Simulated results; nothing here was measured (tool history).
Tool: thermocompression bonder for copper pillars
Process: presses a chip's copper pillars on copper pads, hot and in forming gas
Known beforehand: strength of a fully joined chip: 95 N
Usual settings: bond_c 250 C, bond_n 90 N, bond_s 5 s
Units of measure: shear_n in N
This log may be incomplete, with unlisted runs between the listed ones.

run	hour	bond_c	bond_n	bond_s	shear_n
1	0.0	250	90	5	64.2
2	8.7	250	100	5	66.6
3	23.6	250	100	5	67.3
4	34.6	250	100	5	66.9
5	42.8	250	100	3	58.2
# hour 47.7: forming gas filter changed
6	53.4	250	100	3	62.7
7	67.6	250	100	3	62.6
8	77.2	250	100	3	62.1
9	87.7	250	90	5	67.2
10	96.1	250	90	5	66.9
11	109.7	250	90	5	67.2
12	118.8	250	90	5	66.5
13	127.1	250	90	5	67.1
14	142.9	277	90	5	80.2
15	153.9	277	90	5	80.5
16	165.6	250	90	7	71.3
17	177.0	250	90	5	65.6
18	184.6	256	74	8	70.3
19	192.2	256	105	11	84.4
20	204.0	256	105	11	83.3
21	213.7	260	72	3	56.2
22	223.9	251	90	5	66.6
23	232.4	256	90	12	80.8
24	245.9	236	90	5	56.4
25	256.1	236	90	5	56.6
26	264.3	236	90	5	57.2
27	274.6	225	55	12	46.3
28	283.3	250	60	4	48.0
29	290.2	250	60	14	68.2
30	303.6	239	80	6	57.3
31	315.6	239	80	6	56.9
32	328.5	243	68	4	47.4
33	337.2	250	73	5	57.1

5 ways to go on from here, each from the tool as it stands after run 33. What would each give?
A	352.7	222	115	5	?
B	352.7	250	73	15	?
C	352.7	243	88	5	?
D	352.7	221	85	5	?
E	352.7	268	73	10	?

run	shear_n
A	55.2
B	73.9
C	59.3
D	44.2
E	77.0
With no hidden state in the tool, these same runs would have given:
run	shear_n
A	53.3
B	74.2
C	58.1
D	42.0
E	78.0
